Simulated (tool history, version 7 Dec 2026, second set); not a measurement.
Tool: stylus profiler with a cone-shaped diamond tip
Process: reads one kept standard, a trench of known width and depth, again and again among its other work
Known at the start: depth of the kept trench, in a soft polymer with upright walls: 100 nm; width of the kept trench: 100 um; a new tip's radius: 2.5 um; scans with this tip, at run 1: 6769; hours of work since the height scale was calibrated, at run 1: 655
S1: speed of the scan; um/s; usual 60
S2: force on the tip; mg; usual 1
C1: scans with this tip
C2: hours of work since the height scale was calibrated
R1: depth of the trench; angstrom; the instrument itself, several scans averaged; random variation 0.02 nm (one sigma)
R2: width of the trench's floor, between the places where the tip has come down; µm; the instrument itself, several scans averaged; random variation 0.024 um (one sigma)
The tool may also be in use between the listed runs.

run 1 hour=0 | S1=60 S2=1 | C1=6769 C2=655 | R1=1009.9 R2=97.91
run 2 hour=60.1 | S1=89 S2=1 | C1=7226 C2=699 | R1=1009.6 R2=97.63
run 3 hour=124.6 | S1=89 S2=1 | C1=7715 C2=746 | R1=1010 R2=97.61
run 4 hour=162.5 | S1=89 S2=1 | C1=8003 C2=774 | R1=1010 R2=97.62
run 5 hour=228.1 | S1=65 S2=1 | C1=8501 C2=822 | R1=1009.9 R2=97.76
run 6 hour=274.6 | S1=65 S2=1 | C1=8854 C2=856 | R1=1010.6 R2=97.76
run 7 hour=308.8 | S1=65 S2=1 | C1=9114 C2=881 | R1=1010.4 R2=97.78
run 8 hour=360.3 | S1=65 S2=1 | C1=9505 C2=919 | R1=1010.5 R2=97.74
run 9 hour=420 | S1=84 S2=1 | C1=9958 C2=963 | R1=1010.8 R2=97.62
run 10 hour=484.3 | S1=84 S2=1 | C1=10447 C2=1010 | R1=1010.9 R2=97.56
run 11 hour=542.3 | S1=84 S2=1 | C1=10887 C2=1053 | R1=1010.8 R2=97.58
run 12 hour=588.7 | S1=84 S2=1 | C1=11239 C2=1087 | R1=1010.9 R2=97.54
run 13 hour=626.4 | S1=84 S2=1 | C1=11525 C2=1114 | R1=1011 R2=97.54
run 14 hour=690.6 | S1=84 S2=1 | C1=12013 C2=1162 | R1=1011.1 R2=97.57
run 15 hour=746 | S1=84 S2=1 | C1=12434 C2=1202 | R1=1011.5 R2=97.53
run 16 hour=794.7 | S1=84 S2=1 | C1=12803 C2=1238 | R1=1011.3 R2=97.51
-- hour=800.6 new tip fitted, height scale calibrated
run 17 hour=827.3 | S1=84 S2=1 | C1=203 C2=20 | R1=1008 R2=98.04
run 18 hour=879.4 | S1=56 S2=1 | C1=598 C2=58 | R1=1008.1 R2=98.19
run 19 hour=923.1 | S1=56 S2=1 | C1=930 C2=90 | R1=1008.2 R2=98.16
run 20 hour=972 | S1=56 S2=1 | C1=1302 C2=126 | R1=1008.6 R2=98.14
run 21 hour=1044.5 | S1=56 S2=1 | C1=1852 C2=179 | R1=1008.5 R2=98.11
run 22 hour=1080.6 | S1=60 S2=0.8 | C1=2126 C2=206 | R1=1007.6 R2=98.04
run 23 hour=1127.9 | S1=60 S2=0.8 | C1=2485 C2=240 | R1=1007.5 R2=98.04
run 24 hour=1175.2 | S1=94 S2=1.17 | C1=2845 C2=275 | R1=1009.6 R2=97.89
run 25 hour=1227.7 | S1=83 S2=0.64 | C1=3243 C2=314 | R1=1007.2 R2=97.72
run 26 hour=1275.4 | S1=83 S2=0.64 | C1=3606 C2=349 | R1=1006.9 R2=97.72
run 27 hour=1313.2 | S1=60 S2=1.04 | C1=3892 C2=376 | R1=1009.4 R2=98.03
run 28 hour=1375.5 | S1=155 S2=2.03 | C1=4365 C2=422 | R1=1013.7 R2=97.63
run 29 hour=1431.9 | S1=34 S2=0.66 | C1=4793 C2=463 | R1=1007.6 R2=98.09
run 30 hour=1465.2 | S1=34 S2=0.66 | C1=5046 C2=488 | R1=1007.2 R2=98.09
run 31 hour=1533.6 | S1=59 S2=2.6 | C1=5566 C2=538 | R1=1016.4 R2=98.08
run 32 hour=1569.2 | S1=28 S2=0.87 | C1=5836 C2=564 | R1=1008.6 R2=98.14
run 33 hour=1601.7 | S1=28 S2=0.87 | C1=6083 C2=588 | R1=1009 R2=98.13
run 34 hour=1659.3 | S1=28 S2=0.99 | C1=6520 C2=630 | R1=1009.4 R2=98.17
run 35 hour=1721.7 | S1=20 S2=0.8 | C1=6994 C2=676 | R1=1008.7 R2=98.17
run 36 hour=1761.9 | S1=20 S2=0.8 | C1=7299 C2=706 | R1=1008.8 R2=98.13
run 37 hour=1802.9 | S1=166 S2=0.77 | C1=7611 C2=736 | R1=1008.7 R2=96.98
run 38 hour=1849 | S1=33 S2=1 | C1=7961 C2=770 | R1=1010 R2=98.03
run 39 hour=1884.7 | S1=88 S2=0.61 | C1=8232 C2=796 | R1=1007.9 R2=97.47
run 40 hour=1915.8 | S1=65 S2=1.56 | C1=8468 C2=819 | R1=1012.8 R2=97.84
run 41 hour=1965.6 | S1=29 S2=1.24 | C1=8846 C2=855 | R1=1011.7 R2=98.11
run 42 hour=2003.7 | S1=29 S2=1.24 | C1=9136 C2=883 | R1=1011.5 R2=98.04
run 43 hour=2064.8 | S1=29 S2=1.24 | C1=9599 C2=928 | R1=1011.4 R2=98.1
run 44 hour=2110.6 | S1=113 S2=0.97 | C1=9947 C2=962 | R1=1010.2 R2=97.41

Measured less the same run without the tool's hidden state. The same run-to-run variation is in both; the gauge's scatter may not be:
The hidden state here: radius of the tip, um; height scale over the true one, %; drift of the gauge itself on depth_nm, %; drift of the gauge itself on floor_um, %.
run=1 R1=+2 R2=-0.31
run=2 R1=+2.1 R2=-0.32
run=3 R1=+2.3 R2=-0.34
run=4 R1=+2.4 R2=-0.35
run=5 R1=+2.5 R2=-0.37
run=6 R1=+2.6 R2=-0.38
run=7 R1=+2.6 R2=-0.39
run=8 R1=+2.8 R2=-0.4
run=9 R1=+2.9 R2=-0.42
run=10 R1=+3 R2=-0.43
run=11 R1=+3.1 R2=-0.44
run=12 R1=+3.3 R2=-0.46
run=13 R1=+3.3 R2=-0.47
run=14 R1=+3.4 R2=-0.48
run=15 R1=+3.6 R2=-0.51
run=16 R1=+3.6 R2=-0.51
run=17 R1=+0.3 R2=-0.01
run=18 R1=+0.3 R2=-0.03
run=19 R1=+0.5 R2=-0.05
run=20 R1=+0.6 R2=-0.07
run=21 R1=+0.7 R2=-0.08
run=22 R1=+0.8 R2=-0.09
run=23 R1=+0.9 R2=-0.11
run=24 R1=+1 R2=-0.13
run=25 R1=+1.1 R2=-0.14
run=26 R1=+1.2 R2=-0.16
run=27 R1=+1.3 R2=-0.17
run=28 R1=+1.4 R2=-0.19
run=29 R1=+1.5 R2=-0.21
run=30 R1=+1.6 R2=-0.22
run=31 R1=+1.7 R2=-0.23
run=32 R1=+1.8 R2=-0.25
run=33 R1=+1.9 R2=-0.26
run=34 R1=+2 R2=-0.27
run=35 R1=+2.1 R2=-0.29
run=36 R1=+2.2 R2=-0.31
run=37 R1=+2.2 R2=-0.32
run=38 R1=+2.4 R2=-0.33
run=39 R1=+2.4 R2=-0.33
run=40 R1=+2.5 R2=-0.35
run=41 R1=+2.6 R2=-0.36
run=42 R1=+2.7 R2=-0.37
run=43 R1=+2.8 R2=-0.38
run=44 R1=+2.9 R2=-0.4

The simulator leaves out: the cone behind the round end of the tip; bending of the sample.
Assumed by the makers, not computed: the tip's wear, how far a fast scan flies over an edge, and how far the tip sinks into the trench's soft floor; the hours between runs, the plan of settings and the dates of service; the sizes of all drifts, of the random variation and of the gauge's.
